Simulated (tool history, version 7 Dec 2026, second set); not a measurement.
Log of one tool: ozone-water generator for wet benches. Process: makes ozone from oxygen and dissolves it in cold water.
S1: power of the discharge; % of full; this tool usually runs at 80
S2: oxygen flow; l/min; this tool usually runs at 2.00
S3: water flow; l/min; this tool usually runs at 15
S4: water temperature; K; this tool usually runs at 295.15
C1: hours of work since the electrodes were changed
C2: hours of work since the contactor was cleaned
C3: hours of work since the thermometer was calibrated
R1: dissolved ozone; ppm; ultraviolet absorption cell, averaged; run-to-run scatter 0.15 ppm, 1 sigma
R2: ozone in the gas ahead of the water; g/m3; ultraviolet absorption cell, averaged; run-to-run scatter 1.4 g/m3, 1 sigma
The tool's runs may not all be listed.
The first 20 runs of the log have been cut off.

| run | hour | S1 | S2 | S3 | S4 | C1 | C2 | C3 | R1 | R2 |
|---|---|---|---|---|---|---|---|---|---|---|
|  | 1520.6 | contactor cleaned, once more |
| 21 | 1560.7 | 80 | 2.00 | 18 | 298.15 | 3722 | 29 | 639 | 13.2 | 241.0 |
| 22 | 1664.3 | 80 | 2.00 | 12 | 289.15 | 3798 | 105 | 715 | 21.8 | 242.7 |
| 23 | 1747.2 | 80 | 1.86 | 10 | 289.15 | 3859 | 166 | 776 | 25.7 | 253.8 |
| 24 | 1802.4 | 91 | 2.59 | 15 | 295.15 | 3899 | 207 | 817 | 17.5 | 219.5 |
| 25 | 1888.7 | 80 | 2.00 | 10 | 295.15 | 3962 | 270 | 880 | 23.5 | 241.1 |
| 26 | 1966.9 | 43 | 3.10 | 15 | 295.15 | 4020 | 327 | 937 | 11.6 | 129.9 |
| 27 | 2067.8 | 43 | 3.10 | 15 | 295.15 | 4094 | 401 | 1011 | 11.6 | 129.2 |
| 28 | 2173.4 | 80 | 2.56 | 23 | 295.15 | 4171 | 479 | 1089 | 10.4 | 204.7 |
| 29 | 2245.7 | 80 | 2.00 | 19 | 295.15 | 4224 | 532 | 1142 | 13.2 | 240.9 |
| 30 | 2325.6 | 80 | 2.00 | 19 | 295.15 | 4283 | 590 | 1200 | 12.7 | 241.8 |
| 31 | 2419.1 | 53 | 2.29 | 19 | 291.15 | 4351 | 659 | 1269 | 10.8 | 177.4 |
| 32 | 2521.5 | 65 | 1.84 | 15 | 292.15 | 4426 | 734 | 1344 | 15.0 | 228.0 |
| 33 | 2618.8 | 80 | 3.50 | 19 | 295.15 | 4498 | 805 | 1415 | 13.0 | 165.9 |
| 34 | 2673.9 | 48 | 2.00 | 15 | 295.15 | 4538 | 846 | 1456 | 12.5 | 181.0 |

What if the next run were any one of these 3? Each begins from the tool's condition after run 34:
| A | 2740.7 | 80 | 2.00 | 11 | 295.15 | 4587 | 895 | 1505 | ? | ? |
| B | 2740.7 | 80 | 2.27 | 15 | 301.15 | 4587 | 895 | 1505 | ? | ? |
| C | 2740.7 | 79 | 2.00 | 15 | 295.15 | 4587 | 895 | 1505 | ? | ? |

| run | R1 | R2 |
|---|---|---|
| A | 21.2 | 238.0 |
| B | 14.9 | 220.6 |
| C | 16.0 | 236.2 |
With the hidden condition removed and each run's random variation left untouched, the same runs would have given:
| run | R1 | R2 |
|---|---|---|
| A | 23.4 | 260.0 |
| B | 16.4 | 240.9 |
| C | 17.6 | 257.9 |
